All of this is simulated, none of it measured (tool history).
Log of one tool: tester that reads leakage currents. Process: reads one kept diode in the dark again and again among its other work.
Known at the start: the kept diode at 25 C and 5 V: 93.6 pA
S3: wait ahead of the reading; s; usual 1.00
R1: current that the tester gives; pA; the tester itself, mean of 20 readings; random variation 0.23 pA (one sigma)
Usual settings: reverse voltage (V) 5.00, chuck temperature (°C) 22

Run 1, hour 0.0: usual settings. Result: R1 74.06 pA.
Run 2, hour 59.1: usual settings. Result: R1 74.08 pA.
Run 3, hour 87.7: usual settings. Result: R1 74.29 pA.
Run 4, hour 119.3: usual settings. Result: R1 73.89 pA.
Run 5, hour 176.1: usual settings. Result: R1 74.04 pA.
Run 6, hour 242.4: usual settings but reverse voltage (V) 7.10. Result: R1 91.13 pA.
Run 7, hour 301.9: usual settings but reverse voltage (V) 7.10. Result: R1 90.90 pA.
Run 8, hour 359.9: usual settings but reverse voltage (V) 7.10. Result: R1 91.38 pA.
Run 9, hour 393.5: usual settings but reverse voltage (V) 7.10, chuck temperature (°C) 30. Result: R1 173.44 pA.
Run 10, hour 433.1: usual settings but reverse voltage (V) 7.10, chuck temperature (°C) 30. Result: R1 174.89 pA.
Run 11, hour 475.6: usual settings but S3 0.74 s. Result: R1 74.65 pA.
Run 12, hour 509.8: usual settings but S3 0.74 s. Result: R1 74.74 pA.
Run 13, hour 554.3: usual settings but S3 0.74 s. Result: R1 74.38 pA.
Run 14, hour 608.0: usual settings but reverse voltage (V) 1.72. Result: R1 39.34 pA.
Run 15, hour 651.7: usual settings but reverse voltage (V) 1.72. Result: R1 39.52 pA.
Run 16, hour 693.7: usual settings. Result: R1 74.13 pA.
Run 17, hour 739.3: usual settings. Result: R1 74.02 pA.
Run 18, hour 804.7: usual settings. Result: R1 73.78 pA.
Run 19, hour 841.3: usual settings but S3 1.75 s. Result: R1 73.58 pA.
Run 20, hour 896.6: usual settings. Result: R1 74.13 pA.
Run 21, hour 960.1: usual settings. Result: R1 74.07 pA.
Run 22, hour 1023.2: usual settings. Result: R1 73.96 pA.
Run 23, hour 1065.4: usual settings. Result: R1 74.01 pA.
Run 24, hour 1095.5: usual settings but reverse voltage (V) 1.53, chuck temperature (°C) 24. Result: R1 43.57 pA.
Run 25, hour 1155.2: usual settings but reverse voltage (V) 1.31. Result: R1 33.50 pA.
Run 26, hour 1200.3: usual settings but reverse voltage (V) 1.31. Result: R1 33.50 pA.
Run 27, hour 1237.9: usual settings but reverse voltage (V) 1.31, chuck temperature (°C) 26. Result: R1 46.75 pA.
Run 28, hour 1270.6: usual settings but reverse voltage (V) 1.31, chuck temperature (°C) 26. Result: R1 46.80 pA.
Run 29, hour 1321.8: usual settings but reverse voltage (V) 1.31, chuck temperature (°C) 26. Result: R1 46.75 pA.
Run 30, hour 1364.7: usual settings but reverse voltage (V) 6.38, S3 0.76 s. Result: R1 85.89 pA.
Run 31, hour 1425.2: usual settings but reverse voltage (V) 2.71, chuck temperature (°C) 32, S3 2.68 s. Result: R1 115.21 pA.
Run 32, hour 1488.2: usual settings but reverse voltage (V) 1.64, S3 8.28 s. Result: R1 37.97 pA.
Run 33, hour 1537.4: usual settings but reverse voltage (V) 4.51, chuck temperature (°C) 26, S3 0.45 s. Result: R1 98.58 pA.
Run 34, hour 1604.7: usual settings but reverse voltage (V) 3.35, chuck temperature (°C) 28, S3 0.69 s. Result: R1 95.51 pA.
Run 35, hour 1634.7: usual settings but reverse voltage (V) 2.74, chuck temperature (°C) 44, S3 3.27 s. Result: R1 286.80 pA.
Run 36, hour 1670.2: usual settings but reverse voltage (V) 1.95, chuck temperature (°C) 47, S3 4.94 s. Result: R1 291.96 pA.
Run 37, hour 1739.4: usual settings but reverse voltage (V) 2.50, S3 6.37 s. Result: R1 48.57 pA.
Run 38, hour 1791.6: usual settings but reverse voltage (V) 9.33, chuck temperature (°C) 23, S3 0.67 s. Result: R1 118.34 pA.
Run 39, hour 1821.4: usual settings but reverse voltage (V) 10.74, chuck temperature (°C) 24, S3 0.67 s. Result: R1 138.93 pA.

5 ways to go on from here, each from the tool as it stands after run 39. What would each give?
Run A, hour 1884.2: usual settings but S3 2.03 s. Result: R1 ?.
Run B, hour 1884.2: usual settings but reverse voltage (V) 5.35, chuck temperature (°C) 38, S3 0.67 s. Result: R1 ?.
Run C, hour 1884.2: usual settings but reverse voltage (V) 1.84, chuck temperature (°C) 24, S3 1.85 s. Result: R1 ?.
Run D, hour 1884.2: usual settings but reverse voltage (V) 2.15, chuck temperature (°C) 24, S3 1.63 s. Result: R1 ?.
Run E, hour 1884.2: usual settings but reverse voltage (V) 10.09, chuck temperature (°C) 51, S3 0.78 s. Result: R1 ?.

run       R1
  A    73.59
  B   274.74
  C    48.18
  D    52.84
  E  1021.40
Without the tool's hidden state the same runs would have given:
run       R1
  A    73.55
  B   274.67
  C    48.17
  D    52.82
  E  1021.22
